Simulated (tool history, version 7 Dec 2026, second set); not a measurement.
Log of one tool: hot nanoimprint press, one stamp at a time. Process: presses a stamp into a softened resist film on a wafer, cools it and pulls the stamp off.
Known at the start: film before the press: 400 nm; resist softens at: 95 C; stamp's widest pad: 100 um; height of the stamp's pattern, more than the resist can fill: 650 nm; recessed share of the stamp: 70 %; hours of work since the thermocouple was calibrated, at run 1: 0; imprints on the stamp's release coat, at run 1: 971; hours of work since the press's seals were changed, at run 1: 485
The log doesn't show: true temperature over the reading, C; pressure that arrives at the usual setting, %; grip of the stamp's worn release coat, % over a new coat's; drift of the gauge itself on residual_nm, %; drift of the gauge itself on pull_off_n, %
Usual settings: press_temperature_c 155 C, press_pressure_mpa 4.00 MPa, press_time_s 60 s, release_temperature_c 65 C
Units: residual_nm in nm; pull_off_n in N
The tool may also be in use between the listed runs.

| run | day | press_temperature_c | press_pressure_mpa | press_time_s | release_temperature_c | hours of work since the thermocouple was calibrated | imprints on the stamp's release coat | hours of work since the press's seals were changed | residual_nm | pull_off_n |
|---|---|---|---|---|---|---|---|---|---|---|
| 1 | 0.000 | 155 | 4.00 | 60 | 65 | 0 | 971 | 485 | 149.7 | 196 |
| 2 | 3.762 | 155 | 4.00 | 60 | 65 | 56 | 1167 | 541 | 147.9 | 203 |
|  | 6.792 | stamp cleaned and given a new release coat |
| 3 | 6.983 | 155 | 4.00 | 60 | 65 | 101 | 10 | 586 | 147.0 | 170 |
| 4 | 9.550 | 155 | 4.00 | 60 | 65 | 139 | 143 | 624 | 144.6 | 176 |
| 5 | 12.458 | 155 | 4.00 | 60 | 65 | 182 | 295 | 668 | 143.9 | 177 |
| 6 | 14.738 | 155 | 4.00 | 60 | 65 | 216 | 413 | 702 | 144.0 | 180 |
| 7 | 16.396 | 155 | 4.00 | 60 | 56 | 241 | 499 | 726 | 142.8 | 216 |
| 8 | 17.954 | 155 | 4.00 | 60 | 56 | 264 | 580 | 750 | 143.0 | 217 |
| 9 | 20.312 | 155 | 6.03 | 60 | 56 | 300 | 703 | 785 | 117.4 | 221 |
| 10 | 22.746 | 155 | 6.03 | 60 | 56 | 336 | 829 | 821 | 116.6 | 225 |
| 11 | 25.729 | 155 | 4.00 | 60 | 65 | 381 | 985 | 866 | 139.7 | 192 |
|  | 26.042 | plate thermocouple calibrated |
| 12 | 27.562 | 155 | 4.00 | 60 | 65 | 23 | 1074 | 891 | 135.7 | 192 |
| 13 | 30.275 | 165 | 3.90 | 62 | 63 | 63 | 1215 | 932 | 77.9 | 207 |
|  | 32.104 | stamp cleaned and given a new release coat |
| 14 | 33.233 | 147 | 2.51 | 60 | 59 | 104 | 59 | 972 | 244.4 | 186 |
| 15 | 36.929 | 165 | 2.51 | 60 | 59 | 159 | 251 | 1028 | 95.5 | 192 |
| 16 | 38.950 | 153 | 3.56 | 109 | 65 | 189 | 356 | 1058 | 119.4 | 168 |
| 17 | 42.038 | 153 | 3.56 | 109 | 65 | 235 | 516 | 1104 | 119.0 | 177 |
| 18 | 44.200 | 153 | 3.56 | 109 | 65 | 268 | 629 | 1136 | 118.1 | 176 |
|  | 46.296 | plate thermocouple calibrated, once more |
| 19 | 47.883 | 155 | 4.00 | 60 | 70 | 24 | 814 | 1189 | 148.7 | 170 |
|  | 50.112 | press's hydraulic seals changed and the load cell set to zero |
| 20 | 50.733 | 146 | 4.34 | 31 | 67 | 61 | 945 | 9 | 275.4 | 187 |
| 21 | 52.742 | 146 | 4.34 | 31 | 67 | 91 | 1049 | 39 | 276.0 | 190 |
| 22 | 55.267 | 147 | 3.11 | 116 | 69 | 129 | 1181 | 77 | 191.2 | 183 |
|  | 57.746 | stamp cleaned and given a new release coat |
| 23 | 57.962 | 155 | 5.75 | 35 | 65 | 166 | 11 | 114 | 152.0 | 168 |
| 24 | 59.925 | 155 | 3.20 | 58 | 65 | 195 | 113 | 143 | 156.9 | 173 |

The same runs without the tool's hidden state, with the same run-to-run variation:
| run | residual_nm | pull_off_n |
|---|---|---|
| 1 | 148.4 | 171 |
| 2 | 148.2 | 173 |
| 3 | 148.6 | 171 |
| 4 | 147.2 | 174 |
| 5 | 147.5 | 172 |
| 6 | 148.6 | 172 |
| 7 | 148.0 | 204 |
| 8 | 148.9 | 203 |
| 9 | 122.3 | 204 |
| 10 | 122.3 | 205 |
| 11 | 148.5 | 172 |
| 12 | 147.9 | 171 |
| 13 | 84.8 | 182 |
| 14 | 266.3 | 192 |
| 15 | 106.1 | 194 |
| 16 | 135.1 | 168 |
| 17 | 135.8 | 173 |
| 18 | 135.6 | 170 |
| 19 | 148.6 | 153 |
| 20 | 281.4 | 166 |
| 21 | 283.0 | 167 |
| 22 | 200.0 | 158 |
| 23 | 159.5 | 171 |
| 24 | 165.6 | 174 |

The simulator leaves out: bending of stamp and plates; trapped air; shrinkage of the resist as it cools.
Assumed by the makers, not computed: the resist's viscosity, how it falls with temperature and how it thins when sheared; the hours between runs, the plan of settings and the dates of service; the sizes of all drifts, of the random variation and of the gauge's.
